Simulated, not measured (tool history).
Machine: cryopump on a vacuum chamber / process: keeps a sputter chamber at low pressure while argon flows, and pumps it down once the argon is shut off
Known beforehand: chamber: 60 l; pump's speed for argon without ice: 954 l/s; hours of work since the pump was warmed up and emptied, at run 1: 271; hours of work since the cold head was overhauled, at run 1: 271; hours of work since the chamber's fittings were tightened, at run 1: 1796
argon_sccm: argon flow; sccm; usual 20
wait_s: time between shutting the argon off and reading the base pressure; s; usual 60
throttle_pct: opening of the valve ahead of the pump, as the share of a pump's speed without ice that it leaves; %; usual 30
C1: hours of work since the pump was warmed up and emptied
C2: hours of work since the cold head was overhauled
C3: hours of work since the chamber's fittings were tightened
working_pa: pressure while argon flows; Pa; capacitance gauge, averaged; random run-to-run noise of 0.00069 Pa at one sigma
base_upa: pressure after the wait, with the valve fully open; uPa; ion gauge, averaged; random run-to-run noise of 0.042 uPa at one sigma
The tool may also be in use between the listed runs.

run 1 hour=0.0 | argon_sccm=20 wait_s=60 throttle_pct=30 | C1=271 C2=271 C3=1796 | working_pa=0.1209 base_upa=4.66
run 2 hour=55.3 | argon_sccm=20 wait_s=60 throttle_pct=30 | C1=314 C2=314 C3=1839 | working_pa=0.1221 base_upa=4.73
run 3 hour=112.3 | argon_sccm=20 wait_s=60 throttle_pct=30 | C1=359 C2=359 C3=1884 | working_pa=0.1222 base_upa=5.00
-- hour=137.7 leaking fittings of the chamber tightened, without venting
run 4 hour=152.1 | argon_sccm=32 wait_s=60 throttle_pct=30 | C1=389 C2=389 C3=11 | working_pa=0.1973 base_upa=2.58
run 5 hour=193.8 | argon_sccm=32 wait_s=60 throttle_pct=30 | C1=422 C2=422 C3=44 | working_pa=0.1998 base_upa=2.69
run 6 hour=235.6 | argon_sccm=20 wait_s=60 throttle_pct=30 | C1=454 C2=454 C3=77 | working_pa=0.1249 base_upa=2.64
run 7 hour=274.4 | argon_sccm=16 wait_s=60 throttle_pct=30 | C1=485 C2=485 C3=107 | working_pa=0.1014 base_upa=2.74
run 8 hour=300.8 | argon_sccm=18 wait_s=60 throttle_pct=30 | C1=505 C2=505 C3=128 | working_pa=0.1123 base_upa=2.79
run 9 hour=348.9 | argon_sccm=18 wait_s=60 throttle_pct=30 | C1=543 C2=543 C3=166 | working_pa=0.1123 base_upa=2.82
run 10 hour=378.0 | argon_sccm=18 wait_s=60 throttle_pct=30 | C1=566 C2=566 C3=189 | working_pa=0.1124 base_upa=2.82
run 11 hour=422.4 | argon_sccm=18 wait_s=60 throttle_pct=30 | C1=601 C2=601 C3=223 | working_pa=0.1139 base_upa=2.84
run 12 hour=471.5 | argon_sccm=18 wait_s=60 throttle_pct=30 | C1=640 C2=640 C3=262 | working_pa=0.1139 base_upa=3.03
run 13 hour=517.6 | argon_sccm=18 wait_s=60 throttle_pct=30 | C1=676 C2=676 C3=298 | working_pa=0.1143 base_upa=2.98
run 14 hour=553.9 | argon_sccm=18 wait_s=60 throttle_pct=30 | C1=704 C2=704 C3=327 | working_pa=0.1146 base_upa=3.02
run 15 hour=589.3 | argon_sccm=18 wait_s=204 throttle_pct=30 | C1=732 C2=732 C3=354 | working_pa=0.1150 base_upa=1.58
run 16 hour=636.2 | argon_sccm=18 wait_s=204 throttle_pct=30 | C1=769 C2=769 C3=391 | working_pa=0.1155 base_upa=1.53
run 17 hour=673.5 | argon_sccm=20 wait_s=60 throttle_pct=36 | C1=798 C2=798 C3=421 | working_pa=0.1094 base_upa=3.22

Run 18 has not been measured yet. What should we expect?
run 18 hour=710.6 | argon_sccm=20 wait_s=60 throttle_pct=36 | C1=827 C2=827 C3=450 | working_pa=? base_upa=?

{"run 18": {"working_pa": 0.1096, "base_upa": 3.22}}
If the tool had no hidden condition, the same run with the same run-to-run variation would have returned working_pa 0.0983 Pa, base_upa 2.48 uPa.

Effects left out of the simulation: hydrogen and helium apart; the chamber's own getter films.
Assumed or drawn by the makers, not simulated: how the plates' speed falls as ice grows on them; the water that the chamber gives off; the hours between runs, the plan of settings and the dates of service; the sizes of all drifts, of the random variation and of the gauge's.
